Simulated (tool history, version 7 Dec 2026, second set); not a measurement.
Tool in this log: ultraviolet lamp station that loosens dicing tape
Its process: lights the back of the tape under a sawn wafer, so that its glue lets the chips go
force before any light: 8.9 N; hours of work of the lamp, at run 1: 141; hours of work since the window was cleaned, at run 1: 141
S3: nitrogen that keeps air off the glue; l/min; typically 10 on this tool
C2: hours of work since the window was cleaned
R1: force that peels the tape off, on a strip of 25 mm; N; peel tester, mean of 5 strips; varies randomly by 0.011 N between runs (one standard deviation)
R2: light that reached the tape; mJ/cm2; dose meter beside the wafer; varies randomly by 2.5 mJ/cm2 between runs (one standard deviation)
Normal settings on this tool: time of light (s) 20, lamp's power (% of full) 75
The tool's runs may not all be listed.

Run 1, day 0.000: usual settings; hours of work of the lamp 141; C2 141. Result: R1 0.505 N, R2 302 mJ/cm2.
Run 2, day 3.338: usual settings but S3 14 l/min; hours of work of the lamp 204; C2 204. Result: R1 0.428 N, R2 300 mJ/cm2.
Run 3, day 5.588: usual settings but lamp's power (% of full) 91, S3 14 l/min; hours of work of the lamp 247; C2 247. Result: R1 0.292 N, R2 365 mJ/cm2.
Run 4, day 9.379: usual settings but time of light (s) 17; hours of work of the lamp 318; C2 318. Result: R1 0.716 N, R2 258 mJ/cm2.
Run 5, day 12.762: usual settings but time of light (s) 17, lamp's power (% of full) 74; hours of work of the lamp 382; C2 382. Result: R1 0.751 N, R2 254 mJ/cm2.
Run 6, day 16.383: usual settings but time of light (s) 17, lamp's power (% of full) 69; hours of work of the lamp 450; C2 450. Result: R1 0.855 N, R2 233 mJ/cm2.
Run 7, day 18.338: usual settings but time of light (s) 29; hours of work of the lamp 487; C2 487. Result: R1 0.242 N, R2 431 mJ/cm2.
Run 8, day 20.725: usual settings but S3 5 l/min; hours of work of the lamp 532; C2 532. Result: R1 0.793 N, R2 303 mJ/cm2.
Run 9, day 22.900: usual settings but time of light (s) 15, S3 5 l/min; hours of work of the lamp 573; C2 573. Result: R1 1.379 N, R2 229 mJ/cm2.
Run 10, day 25.108: usual settings but time of light (s) 15, S3 5 l/min; hours of work of the lamp 614; C2 614. Result: R1 1.391 N, R2 226 mJ/cm2.
At day 26.388: lamp changed.
At day 26.408: window cleaned of glue's vapour.
Run 11, day 27.717: usual settings but time of light (s) 15, S3 5 l/min; hours of work of the lamp 25; C2 25. Result: R1 1.380 N, R2 225 mJ/cm2.
Run 12, day 31.079: usual settings but time of light (s) 15, S3 5 l/min; hours of work of the lamp 88; C2 88. Result: R1 1.370 N, R2 224 mJ/cm2.
Run 13, day 34.212: usual settings but time of light (s) 15, S3 5 l/min; hours of work of the lamp 147; C2 147. Result: R1 1.370 N, R2 229 mJ/cm2.
Run 14, day 38.062: usual settings but lamp's power (% of full) 95; hours of work of the lamp 220; C2 220. Result: R1 0.302 N, R2 375 mJ/cm2.
Run 15, day 40.671: usual settings but lamp's power (% of full) 95; hours of work of the lamp 269; C2 269. Result: R1 0.323 N, R2 380 mJ/cm2.
Run 16, day 43.821: usual settings but lamp's power (% of full) 95, S3 3 l/min; hours of work of the lamp 328; C2 328. Result: R1 0.660 N, R2 380 mJ/cm2.
Run 17, day 46.021: usual settings but lamp's power (% of full) 96, S3 3 l/min; hours of work of the lamp 369; C2 369. Result: R1 0.657 N, R2 387 mJ/cm2.
Run 18, day 48.850: usual settings; hours of work of the lamp 423; C2 423. Result: R1 0.517 N, R2 302 mJ/cm2.
Run 19, day 52.275: usual settings; hours of work of the lamp 487; C2 487. Result: R1 0.513 N, R2 302 mJ/cm2.
Run 20, day 54.092: usual settings; hours of work of the lamp 521; C2 521. Result: R1 0.506 N, R2 303 mJ/cm2.
Run 21, day 57.946: usual settings; hours of work of the lamp 594; C2 594. Result: R1 0.525 N, R2 296 mJ/cm2.
Run 22, day 59.800: usual settings but time of light (s) 15; hours of work of the lamp 629; C2 629. Result: R1 0.942 N, R2 224 mJ/cm2.
At day 60.446: lamp changed.
At day 60.467: window cleaned of glue's vapour.
Run 23, day 63.158: usual settings but time of light (s) 14, lamp's power (% of full) 71, S3 3 l/min; hours of work of the lamp 51; C2 51. Result: R1 2.143 N, R2 206 mJ/cm2.
Run 24, day 67.292: usual settings but time of light (s) 33, lamp's power (% of full) 65, S3 3 l/min; hours of work of the lamp 129; C2 129. Result: R1 0.499 N, R2 426 mJ/cm2.
Run 25, day 69.183: usual settings but time of light (s) 18, lamp's power (% of full) 65, S3 12 l/min; hours of work of the lamp 164; C2 164. Result: R1 0.762 N, R2 234 mJ/cm2.
Run 26, day 72.442: usual settings but time of light (s) 18, lamp's power (% of full) 65, S3 12 l/min; hours of work of the lamp 226; C2 226. Result: R1 0.799 N, R2 235 mJ/cm2.
Run 27, day 75.625: usual settings but time of light (s) 18, lamp's power (% of full) 65, S3 12 l/min; hours of work of the lamp 286; C2 286. Result: R1 0.782 N, R2 233 mJ/cm2.
Run 28, day 79.442: usual settings but lamp's power (% of full) 60, S3 15 l/min; hours of work of the lamp 357; C2 357. Result: R1 0.671 N, R2 239 mJ/cm2.
Run 29, day 82.467: usual settings but time of light (s) 12, lamp's power (% of full) 98, S3 6 l/min; hours of work of the lamp 414; C2 414. Result: R1 1.118 N, R2 235 mJ/cm2.
Run 30, day 85.221: usual settings but time of light (s) 12, lamp's power (% of full) 98, S3 6 l/min; hours of work of the lamp 466; C2 466. Result: R1 1.172 N, R2 235 mJ/cm2.
Run 31, day 89.283: usual settings but time of light (s) 12, lamp's power (% of full) 98, S3 6 l/min; hours of work of the lamp 543; C2 543. Result: R1 1.153 N, R2 237 mJ/cm2.
Run 32, day 93.129: usual settings but time of light (s) 35, lamp's power (% of full) 100; hours of work of the lamp 615; C2 615. Result: R1 0.172 N, R2 698 mJ/cm2.
At day 94.412: lamp changed.
At day 94.433: window cleaned of glue's vapour.
Run 33, day 96.525: usual settings but lamp's power (% of full) 92, S3 4 l/min; hours of work of the lamp 39; C2 39. Result: R1 0.600 N, R2 371 mJ/cm2.
Run 34, day 98.312: usual settings but time of light (s) 24, lamp's power (% of full) 92, S3 11 l/min; hours of work of the lamp 73; C2 73. Result: R1 0.229 N, R2 446 mJ/cm2.
Run 35, day 101.754: usual settings but time of light (s) 16, lamp's power (% of full) 77; hours of work of the lamp 138; C2 138. Result: R1 0.766 N, R2 247 mJ/cm2.
Run 36, day 105.896: usual settings but time of light (s) 37, lamp's power (% of full) 77, S3 16 l/min; hours of work of the lamp 216; C2 216. Result: R1 0.178 N, R2 569 mJ/cm2.
Run 37, day 109.654: usual settings but lamp's power (% of full) 73, S3 4 l/min; hours of work of the lamp 287; C2 287. Result: R1 0.975 N, R2 296 mJ/cm2.
Run 38, day 113.604: usual settings but time of light (s) 12, lamp's power (% of full) 67, S3 4 l/min; hours of work of the lamp 361; C2 361. Result: R1 2.528 N, R2 161 mJ/cm2.
Run 39, day 115.792: usual settings but lamp's power (% of full) 68, S3 17 l/min; hours of work of the lamp 402; C2 402. Result: R1 0.484 N, R2 268 mJ/cm2.
Run 40, day 117.738: usual settings but lamp's power (% of full) 81, S3 15 l/min; hours of work of the lamp 439; C2 439. Result: R1 0.351 N, R2 323 mJ/cm2.
Run 41, day 120.617: usual settings but lamp's power (% of full) 80; hours of work of the lamp 493; C2 493. Result: R1 0.446 N, R2 320 mJ/cm2.

Predict each of these 5 candidate next runs independently; none follows another, all start after run 41:
Run A, day 122.996: usual settings but time of light (s) 27, lamp's power (% of full) 80; hours of work of the lamp 538; C2 538. Result: R1 ?, R2 ?.
Run B, day 122.996: usual settings but time of light (s) 13, lamp's power (% of full) 87, S3 9 l/min; hours of work of the lamp 538; C2 538. Result: R1 ?, R2 ?.
Run C, day 122.996: usual settings but time of light (s) 16, lamp's power (% of full) 80, S3 6 l/min; hours of work of the lamp 538; C2 538. Result: R1 ?, R2 ?.
Run D, day 122.996: usual settings but time of light (s) 24, lamp's power (% of full) 71; hours of work of the lamp 538; C2 538. Result: R1 ?, R2 ?.
Run E, day 122.996: usual settings but time of light (s) 13, lamp's power (% of full) 96, S3 12 l/min; hours of work of the lamp 538; C2 538. Result: R1 ?, R2 ?.

run     R1   R2
  A  0.245  435
  B  0.964  226
  C  0.942  252
  D  0.388  339
  E  0.679  251
Take away the tool's hidden state, keep each run's random variation, and the runs would have read:
run     R1   R2
  A  0.244  436
  B  0.959  227
  C  0.938  253
  D  0.387  339
  E  0.675  252

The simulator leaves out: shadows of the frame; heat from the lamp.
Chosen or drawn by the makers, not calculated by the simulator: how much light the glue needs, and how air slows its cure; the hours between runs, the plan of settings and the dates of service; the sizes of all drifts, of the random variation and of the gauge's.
